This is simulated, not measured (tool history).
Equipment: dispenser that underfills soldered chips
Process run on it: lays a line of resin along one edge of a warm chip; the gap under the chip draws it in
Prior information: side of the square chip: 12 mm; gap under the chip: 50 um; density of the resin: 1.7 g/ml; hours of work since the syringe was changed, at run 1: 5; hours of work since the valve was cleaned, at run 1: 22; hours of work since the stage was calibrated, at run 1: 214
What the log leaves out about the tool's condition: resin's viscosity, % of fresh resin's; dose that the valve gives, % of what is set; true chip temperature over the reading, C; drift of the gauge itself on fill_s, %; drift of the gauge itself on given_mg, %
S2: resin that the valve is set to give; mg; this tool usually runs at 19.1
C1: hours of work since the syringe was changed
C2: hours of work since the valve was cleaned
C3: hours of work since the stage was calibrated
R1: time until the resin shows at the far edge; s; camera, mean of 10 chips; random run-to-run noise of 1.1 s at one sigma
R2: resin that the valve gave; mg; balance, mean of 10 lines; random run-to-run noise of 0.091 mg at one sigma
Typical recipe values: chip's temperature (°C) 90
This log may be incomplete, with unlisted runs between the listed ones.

Run 1, day 0.000: usual settings; C1 5; C2 22; C3 214. Result: R1 140.8 s, R2 18.79 mg.
At day 0.308: new syringe of resin.
Run 2, day 0.350: usual settings but chip's temperature (°C) 91; C1 1; C2 27; C3 219. Result: R1 107.7 s, R2 18.77 mg.
Run 3, day 0.633: usual settings but chip's temperature (°C) 91; C1 5; C2 31; C3 223. Result: R1 136.2 s, R2 18.81 mg.
At day 0.946: new syringe of resin.
Run 4, day 0.988: usual settings but chip's temperature (°C) 91; C1 1; C2 37; C3 228. Result: R1 107.7 s, R2 18.68 mg.
Run 5, day 1.308: usual settings but chip's temperature (°C) 91; C1 6; C2 42; C3 233. Result: R1 140.6 s, R2 18.51 mg.
Run 6, day 1.525: usual settings but chip's temperature (°C) 91; C1 9; C2 45; C3 237. Result: R1 168.2 s, R2 18.61 mg.
At day 1.604: new syringe of resin.
Run 7, day 1.800: usual settings but chip's temperature (°C) 91, S2 16.4 mg; C1 3; C2 49; C3 241. Result: R1 126.3 s, R2 15.87 mg.
At day 1.988: dispensing valve cleaned and set on the balance.
Run 8, day 2.104: usual settings but chip's temperature (°C) 91, S2 16.4 mg; C1 7; C2 2; C3 245. Result: R1 155.7 s, R2 16.30 mg.
At day 2.300: new syringe of resin.
Run 9, day 2.392: usual settings but chip's temperature (°C) 77, S2 23.8 mg; C1 1; C2 6; C3 249. Result: R1 172.3 s, R2 23.57 mg.
Run 10, day 2.733: usual settings but chip's temperature (°C) 91, S2 19.8 mg; C1 7; C2 11; C3 254. Result: R1 151.5 s, R2 19.63 mg.
At day 2.946: new syringe of resin.
Run 11, day 2.992: usual settings but chip's temperature (°C) 79, S2 18.1 mg; C1 1; C2 15; C3 258. Result: R1 157.2 s, R2 17.88 mg.
Run 12, day 3.242: usual settings but chip's temperature (°C) 79, S2 18.1 mg; C1 4; C2 19; C3 262. Result: R1 195.4 s, R2 17.76 mg.
Run 13, day 3.450: usual settings but chip's temperature (°C) 77, S2 17.3 mg; C1 8; C2 22; C3 265. Result: R1 247.8 s, R2 16.99 mg.
At day 3.604: new syringe of resin.
Run 14, day 3.754: usual settings but chip's temperature (°C) 87, S2 22.6 mg; C1 2; C2 27; C3 269. Result: R1 129.3 s, R2 22.15 mg.

Branching from run 14: 5 alternative next runs. What would each branch give?
Run A, day 4.000: usual settings but chip's temperature (°C) 87, S2 19.8 mg; C1 6; C2 30; C3 273. Result: R1 ?, R2 ?.
Run B, day 4.000: usual settings but chip's temperature (°C) 78, S2 20.6 mg; C1 6; C2 30; C3 273. Result: R1 ?, R2 ?.
Run C, day 4.000: usual settings but chip's temperature (°C) 105, S2 16.8 mg; C1 6; C2 30; C3 273. Result: R1 ?, R2 ?.
Run D, day 4.000: usual settings but chip's temperature (°C) 88, S2 22.4 mg; C1 6; C2 30; C3 273. Result: R1 ?, R2 ?.
Run E, day 4.000: usual settings but S2 16.5 mg; C1 6; C2 30; C3 273. Result: R1 ?, R2 ?.

run     R1     R2
  A  163.4  19.40
  B  209.5  20.08
  C  102.9  16.55
  D  158.7  21.96
  E  158.1  16.22
Stripped of hidden state, with their random variation kept, the same runs would have yielded:
run     R1     R2
  A  119.9  19.84
  B  153.9  20.54
  C   75.0  16.93
  D  116.5  22.46
  E  115.6  16.58

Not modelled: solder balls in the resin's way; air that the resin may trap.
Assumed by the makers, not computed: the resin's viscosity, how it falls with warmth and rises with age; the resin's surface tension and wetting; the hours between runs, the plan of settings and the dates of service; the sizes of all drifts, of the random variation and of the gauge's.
